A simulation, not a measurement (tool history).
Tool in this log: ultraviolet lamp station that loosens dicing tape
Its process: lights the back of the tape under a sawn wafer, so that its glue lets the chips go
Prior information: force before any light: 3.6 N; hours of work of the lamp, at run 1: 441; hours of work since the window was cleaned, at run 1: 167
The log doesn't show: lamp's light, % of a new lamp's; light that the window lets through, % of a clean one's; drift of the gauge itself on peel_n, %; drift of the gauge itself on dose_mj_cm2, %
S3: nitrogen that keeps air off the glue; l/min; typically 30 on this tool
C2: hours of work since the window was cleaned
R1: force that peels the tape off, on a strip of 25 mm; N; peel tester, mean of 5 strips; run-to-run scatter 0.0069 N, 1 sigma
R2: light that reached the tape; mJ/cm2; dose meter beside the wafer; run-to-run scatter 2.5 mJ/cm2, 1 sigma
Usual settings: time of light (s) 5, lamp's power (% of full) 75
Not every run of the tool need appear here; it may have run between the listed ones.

Run 1, day 0.000: usual settings; hours of work of the lamp 441; C2 167. Result: R1 0.252 N, R2 297 mJ/cm2.
Run 2, day 0.629: usual settings; hours of work of the lamp 448; C2 174. Result: R1 0.237 N, R2 297 mJ/cm2.
Run 3, day 1.342: usual settings; hours of work of the lamp 456; C2 182. Result: R1 0.241 N, R2 295 mJ/cm2.
Run 4, day 2.350: usual settings; hours of work of the lamp 467; C2 193. Result: R1 0.244 N, R2 299 mJ/cm2.
Run 5, day 3.221: usual settings; hours of work of the lamp 477; C2 202. Result: R1 0.247 N, R2 300 mJ/cm2.
Run 6, day 4.054: usual settings; hours of work of the lamp 486; C2 212. Result: R1 0.230 N, R2 297 mJ/cm2.
Run 7, day 4.667: usual settings; hours of work of the lamp 493; C2 218. Result: R1 0.238 N, R2 295 mJ/cm2.
Run 8, day 5.150: usual settings but S3 11 l/min; hours of work of the lamp 499; C2 224. Result: R1 0.473 N, R2 298 mJ/cm2.
Run 9, day 5.579: usual settings but S3 11 l/min; hours of work of the lamp 503; C2 229. Result: R1 0.433 N, R2 292 mJ/cm2.
Run 10, day 6.512: usual settings but S3 18 l/min; hours of work of the lamp 514; C2 239. Result: R1 0.336 N, R2 292 mJ/cm2.
Run 11, day 7.012: usual settings but S3 18 l/min; hours of work of the lamp 519; C2 244. Result: R1 0.335 N, R2 300 mJ/cm2.
Run 12, day 7.462: usual settings but S3 18 l/min; hours of work of the lamp 524; C2 249. Result: R1 0.325 N, R2 301 mJ/cm2.
Run 13, day 8.329: usual settings; hours of work of the lamp 534; C2 259. Result: R1 0.255 N, R2 298 mJ/cm2.
Run 14, day 9.304: usual settings; hours of work of the lamp 545; C2 270. Result: R1 0.238 N, R2 296 mJ/cm2.
Run 15, day 10.133: usual settings; hours of work of the lamp 554; C2 279. Result: R1 0.239 N, R2 299 mJ/cm2.
Run 16, day 10.621: usual settings; hours of work of the lamp 559; C2 285. Result: R1 0.246 N, R2 295 mJ/cm2.
Run 17, day 11.529: usual settings; hours of work of the lamp 569; C2 295. Result: R1 0.245 N, R2 301 mJ/cm2.
Run 18, day 12.242: usual settings; hours of work of the lamp 577; C2 303. Result: R1 0.240 N, R2 300 mJ/cm2.
Run 19, day 12.821: usual settings but lamp's power (% of full) 90; hours of work of the lamp 584; C2 309. Result: R1 0.188 N, R2 352 mJ/cm2.
Run 20, day 13.346: usual settings but lamp's power (% of full) 90; hours of work of the lamp 590; C2 315. Result: R1 0.180 N, R2 362 mJ/cm2.
Run 21, day 13.917: usual settings; hours of work of the lamp 596; C2 321. Result: R1 0.240 N, R2 301 mJ/cm2.
Run 22, day 14.700: usual settings but S3 38 l/min; hours of work of the lamp 605; C2 330. Result: R1 0.214 N, R2 299 mJ/cm2.
Run 23, day 15.250: usual settings but S3 38 l/min; hours of work of the lamp 611; C2 336. Result: R1 0.216 N, R2 297 mJ/cm2.
Run 24, day 15.979: usual settings but S3 38 l/min; hours of work of the lamp 619; C2 344. Result: R1 0.219 N, R2 298 mJ/cm2.
Run 25, day 16.558: usual settings but lamp's power (% of full) 91, S3 31 l/min; hours of work of the lamp 625; C2 351. Result: R1 0.187 N, R2 361 mJ/cm2.
Run 26, day 17.400: usual settings but lamp's power (% of full) 66, S3 31 l/min; hours of work of the lamp 635; C2 360. Result: R1 0.311 N, R2 260 mJ/cm2.
Run 27, day 17.817: usual settings but time of light (s) 9; hours of work of the lamp 639; C2 364. Result: R1 0.114 N, R2 533 mJ/cm2.
Run 28, day 18.562: usual settings but time of light (s) 3, lamp's power (% of full) 77, S3 42 l/min; hours of work of the lamp 648; C2 373. Result: R1 0.483 N, R2 186 mJ/cm2.
Run 29, day 19.442: usual settings but time of light (s) 6, lamp's power (% of full) 84, S3 43 l/min; hours of work of the lamp 657; C2 383. Result: R1 0.141 N, R2 399 mJ/cm2.
Run 30, day 20.092: usual settings but time of light (s) 9, lamp's power (% of full) 71, S3 57 l/min; hours of work of the lamp 665; C2 390. Result: R1 0.115 N, R2 511 mJ/cm2.
Run 31, day 20.767: usual settings but time of light (s) 7, lamp's power (% of full) 73; hours of work of the lamp 672; C2 397. Result: R1 0.158 N, R2 403 mJ/cm2.
Run 32, day 21.438: usual settings but time of light (s) 3, lamp's power (% of full) 68, S3 12 l/min; hours of work of the lamp 679; C2 405. Result: R1 1.086 N, R2 161 mJ/cm2.
Run 33, day 22.396: usual settings but time of light (s) 8; hours of work of the lamp 690; C2 415. Result: R1 0.127 N, R2 478 mJ/cm2.

Expected results for the next run?
Run 34, day 22.862: usual settings but time of light (s) 8; hours of work of the lamp 695; C2 421. Result: R1 ?, R2 ?.

Logged for run 34: R1 0.126 N, R2 474 mJ/cm2.
With the hidden condition absent and the run-to-run variation left alone, this run would have shown R1 0.126 N, R2 476 mJ/cm2.
